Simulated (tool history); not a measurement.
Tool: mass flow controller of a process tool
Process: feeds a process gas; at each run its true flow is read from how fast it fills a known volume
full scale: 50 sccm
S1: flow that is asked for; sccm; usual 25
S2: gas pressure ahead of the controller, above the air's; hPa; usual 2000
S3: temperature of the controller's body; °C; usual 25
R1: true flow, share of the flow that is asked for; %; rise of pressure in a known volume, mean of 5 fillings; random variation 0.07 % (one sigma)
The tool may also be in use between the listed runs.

{"run": 1, "hour": 0.0, "S1": 25, "S2": 2000, "S3": 25, "R1": 98.98}
{"run": 2, "hour": 198.2, "S1": 25, "S2": 2000, "S3": 25, "R1": 99.12}
{"run": 3, "hour": 325.6, "S1": 25, "S2": 2000, "S3": 25, "R1": 99.06}
{"run": 4, "hour": 438.2, "S1": 11, "S2": 2000, "S3": 25, "R1": 98.47}
{"run": 5, "hour": 583.7, "S1": 11, "S2": 2000, "S3": 25, "R1": 98.57}
{"run": 6, "hour": 684.4, "S1": 11, "S2": 2000, "S3": 25, "R1": 98.59}
{"run": 7, "hour": 772.6, "S1": 11, "S2": 2000, "S3": 25, "R1": 98.39}
{"run": 8, "hour": 946.0, "S1": 11, "S2": 2000, "S3": 25, "R1": 98.41}
{"run": 9, "hour": 1136.3, "S1": 11, "S2": 2000, "S3": 25, "R1": 98.73}
{"run": 10, "hour": 1321.6, "S1": 11, "S2": 2000, "S3": 25, "R1": 98.51}
{"run": 11, "hour": 1508.8, "S1": 20, "S2": 2000, "S3": 25, "R1": 98.82}
{"run": 12, "hour": 1704.8, "S1": 25, "S2": 2000, "S3": 40, "R1": 100.78}
{"run": 13, "hour": 1868.2, "S1": 28, "S2": 2000, "S3": 25, "R1": 99.27}
{"run": 14, "hour": 1981.3, "S1": 25, "S2": 2000, "S3": 28, "R1": 99.38}
{"run": 15, "hour": 2180.9, "S1": 25, "S2": 2000, "S3": 28, "R1": 99.42}
{"run": 16, "hour": 2313.1, "S1": 25, "S2": 2000, "S3": 28, "R1": 99.36}
{"run": 17, "hour": 2412.4, "S1": 25, "S2": 2170, "S3": 28, "R1": 99.32}
{"run": 18, "hour": 2583.5, "S1": 25, "S2": 2170, "S3": 28, "R1": 99.4}
{"run": 19, "hour": 2729.6, "S1": 49, "S2": 2000, "S3": 25, "R1": 99.88}
{"run": 20, "hour": 2849.6, "S1": 16, "S2": 2000, "S3": 25, "R1": 98.69}
{"run": 21, "hour": 2998.6, "S1": 16, "S2": 2000, "S3": 25, "R1": 98.79}
{"run": 22, "hour": 3168.7, "S1": 16, "S2": 1950, "S3": 25, "R1": 98.67}
{"run": 23, "hour": 3290.2, "S1": 25, "S2": 2000, "S3": 25, "R1": 99.19}
{"run": 24, "hour": 3466.5, "S1": 25, "S2": 2000, "S3": 25, "R1": 99.04}
{"run": 25, "hour": 3599.0, "S1": 25, "S2": 2000, "S3": 25, "R1": 98.98}
{"run": 26, "hour": 3747.2, "S1": 39, "S2": 2550, "S3": 25, "R1": 99.44}

Forecast run 27:
{"run": 27, "hour": 3905.2, "S1": 39, "S2": 2550, "S3": 25, "R1": "?"}

Run 27 gave R1 99.5 %.
Without the tool's hidden state the same run would have given R1 99.5 %.
